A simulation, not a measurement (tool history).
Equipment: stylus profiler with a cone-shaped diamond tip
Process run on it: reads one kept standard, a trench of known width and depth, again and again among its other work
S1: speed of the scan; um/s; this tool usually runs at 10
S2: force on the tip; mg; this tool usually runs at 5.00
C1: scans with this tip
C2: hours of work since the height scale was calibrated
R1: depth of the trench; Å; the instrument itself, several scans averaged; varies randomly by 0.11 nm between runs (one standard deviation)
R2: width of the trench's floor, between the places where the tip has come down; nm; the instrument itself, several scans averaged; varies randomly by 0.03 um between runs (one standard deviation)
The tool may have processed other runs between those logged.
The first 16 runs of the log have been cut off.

{"run": 17, "hour": 386.1, "S1": 40, "S2": 5.0, "C1": 12539, "C2": 1590, "R1": 2008.1, "R2": 17330}
{"run": 18, "hour": 400.9, "S1": 40, "S2": 5.0, "C1": 12618, "C2": 1600, "R1": 2006.9, "R2": 17330}
{"run": 19, "hour": 423.2, "S1": 21, "S2": 5.0, "C1": 12736, "C2": 1615, "R1": 2007.2, "R2": 17380}
{"run": 20, "hour": 444.0, "S1": 21, "S2": 5.0, "C1": 12847, "C2": 1629, "R1": 2006.2, "R2": 17380}
{"hour": 446.2, "done": "height scale calibrated on a step standard"}
{"run": 21, "hour": 479.1, "S1": 21, "S2": 5.0, "C1": 13031, "C2": 22, "R1": 1997.7, "R2": 17390}
{"run": 22, "hour": 493.9, "S1": 21, "S2": 5.0, "C1": 13109, "C2": 32, "R1": 1998.2, "R2": 17350}
{"run": 23, "hour": 525.8, "S1": 2, "S2": 5.0, "C1": 13279, "C2": 54, "R1": 1998.0, "R2": 17460}
{"run": 24, "hour": 556.6, "S1": 3, "S2": 3.58, "C1": 13443, "C2": 74, "R1": 1994.2, "R2": 17440}
{"run": 25, "hour": 579.8, "S1": 23, "S2": 2.64, "C1": 13566, "C2": 90, "R1": 1991.5, "R2": 17320}
{"run": 26, "hour": 602.1, "S1": 10, "S2": 3.78, "C1": 13685, "C2": 105, "R1": 1993.5, "R2": 17390}
{"hour": 637.4, "done": "height scale calibrated on a step standard, once more"}
{"run": 27, "hour": 637.4, "S1": 20, "S2": 10.12, "C1": 13870, "C2": 0, "R1": 2028.6, "R2": 17420}
{"run": 28, "hour": 658.0, "S1": 2, "S2": 4.75, "C1": 13979, "C2": 14, "R1": 2016.9, "R2": 17420}
{"run": 29, "hour": 677.2, "S1": 28, "S2": 3.41, "C1": 14081, "C2": 27, "R1": 2011.6, "R2": 17270}
{"run": 30, "hour": 701.3, "S1": 28, "S2": 3.41, "C1": 14210, "C2": 43, "R1": 2012.5, "R2": 17240}
{"run": 31, "hour": 718.3, "S1": 38, "S2": 1.86, "C1": 14300, "C2": 55, "R1": 2006.8, "R2": 17120}
{"run": 32, "hour": 751.0, "S1": 11, "S2": 2.2, "C1": 14474, "C2": 77, "R1": 2008.1, "R2": 17310}
{"run": 33, "hour": 768.9, "S1": 27, "S2": 5.89, "C1": 14569, "C2": 89, "R1": 2019.6, "R2": 17320}
{"run": 34, "hour": 797.3, "S1": 27, "S2": 5.89, "C1": 14720, "C2": 108, "R1": 2018.2, "R2": 17330}
{"run": 35, "hour": 816.3, "S1": 7, "S2": 2.5, "C1": 14821, "C2": 121, "R1": 2008.7, "R2": 17360}
{"run": 36, "hour": 842.8, "S1": 6, "S2": 7.18, "C1": 14962, "C2": 139, "R1": 2021.7, "R2": 17380}
{"run": 37, "hour": 870.8, "S1": 11, "S2": 13.26, "C1": 15111, "C2": 157, "R1": 2035.0, "R2": 17360}
{"run": 38, "hour": 885.9, "S1": 33, "S2": 1.87, "C1": 15192, "C2": 168, "R1": 2006.3, "R2": 17170}
{"run": 39, "hour": 903.6, "S1": 6, "S2": 2.07, "C1": 15286, "C2": 180, "R1": 2007.0, "R2": 17380}

Forecast run 40:
{"run": 40, "hour": 928.1, "S1": 10, "S2": 13.37, "C1": 15416, "C2": 196, "R1": "?", "R2": "?"}

{"run 40": {"R1": 2032.4, "R2": 17420}}
Were there no unlogged condition in the tool, this run, its random variation unchanged, would have produced R1 2035.3 Å, R2 18070 nm.

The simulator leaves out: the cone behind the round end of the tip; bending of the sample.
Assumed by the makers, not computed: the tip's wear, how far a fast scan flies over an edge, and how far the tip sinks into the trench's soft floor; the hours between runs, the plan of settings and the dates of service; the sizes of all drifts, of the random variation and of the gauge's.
